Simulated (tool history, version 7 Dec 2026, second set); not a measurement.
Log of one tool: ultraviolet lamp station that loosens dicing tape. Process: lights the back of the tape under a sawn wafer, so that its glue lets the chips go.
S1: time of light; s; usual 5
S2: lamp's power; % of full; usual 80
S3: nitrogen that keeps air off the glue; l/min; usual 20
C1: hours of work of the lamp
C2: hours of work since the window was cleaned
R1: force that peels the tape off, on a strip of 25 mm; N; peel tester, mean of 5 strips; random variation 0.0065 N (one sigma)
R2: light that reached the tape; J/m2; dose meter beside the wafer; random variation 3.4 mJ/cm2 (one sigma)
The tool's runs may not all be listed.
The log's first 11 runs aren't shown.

| run | day | S1 | S2 | S3 | C1 | C2 | R1 | R2 |
|---|---|---|---|---|---|---|---|---|
|  | 15.379 | window cleaned of glue's vapour |
| 12 | 16.183 | 5 | 80 | 20 | 708 | 10 | 0.725 | 3460 |
| 13 | 17.208 | 5 | 80 | 20 | 720 | 22 | 0.744 | 3380 |
| 14 | 18.358 | 3 | 80 | 20 | 734 | 36 | 2.271 | 2030 |
| 15 | 20.425 | 8 | 80 | 20 | 759 | 61 | 0.217 | 5180 |
| 16 | 22.479 | 3 | 90 | 11 | 784 | 86 | 2.720 | 2150 |
| 17 | 24.158 | 8 | 79 | 34 | 805 | 107 | 0.181 | 4850 |
| 18 | 25.425 | 5 | 85 | 20 | 820 | 122 | 0.871 | 3170 |
| 19 | 26.950 | 3 | 86 | 20 | 839 | 141 | 2.405 | 1910 |
|  | 27.496 | lamp changed |
| 20 | 29.142 | 6 | 80 | 6 | 20 | 167 | 0.525 | 6010 |
| 21 | 30.504 | 8 | 96 | 16 | 37 | 184 | 0.099 | 9460 |
| 22 | 31.883 | 2 | 86 | 21 | 53 | 200 | 2.030 | 2080 |
| 23 | 32.867 | 5 | 66 | 9 | 65 | 212 | 1.009 | 3950 |
| 24 | 34.342 | 5 | 66 | 9 | 83 | 230 | 1.072 | 3940 |
| 25 | 36.112 | 5 | 67 | 12 | 105 | 252 | 0.823 | 3910 |
| 26 | 38.317 | 5 | 91 | 21 | 132 | 279 | 0.230 | 5130 |
| 27 | 39.858 | 2 | 80 | 20 | 150 | 297 | 2.734 | 1780 |
| 28 | 42.058 | 6 | 86 | 10 | 177 | 324 | 0.378 | 5570 |
| 29 | 43.938 | 6 | 98 | 20 | 200 | 347 | 0.142 | 6250 |
|  | 45.462 | window cleaned of glue's vapour |
| 30 | 46.075 | 3 | 98 | 10 | 226 | 7 | 1.249 | 3460 |

3 ways to go on from here, each from the tool as it stands after run 30. What would each give?
| A | 47.629 | 6 | 98 | 8 | 245 | 26 | ? | ? |
| B | 47.629 | 5 | 78 | 20 | 245 | 26 | ? | ? |
| C | 47.629 | 9 | 94 | 10 | 245 | 26 | ? | ? |

| run | R1 | R2 |
|---|---|---|
| A | 0.262 | 6810 |
| B | 0.336 | 4570 |
| C | 0.103 | 9970 |
Without the tool's hidden state the same runs would have given:
| run | R1 | R2 |
|---|---|---|
| A | 0.177 | 7900 |
| B | 0.222 | 5300 |
| C | 0.092 | 11570 |
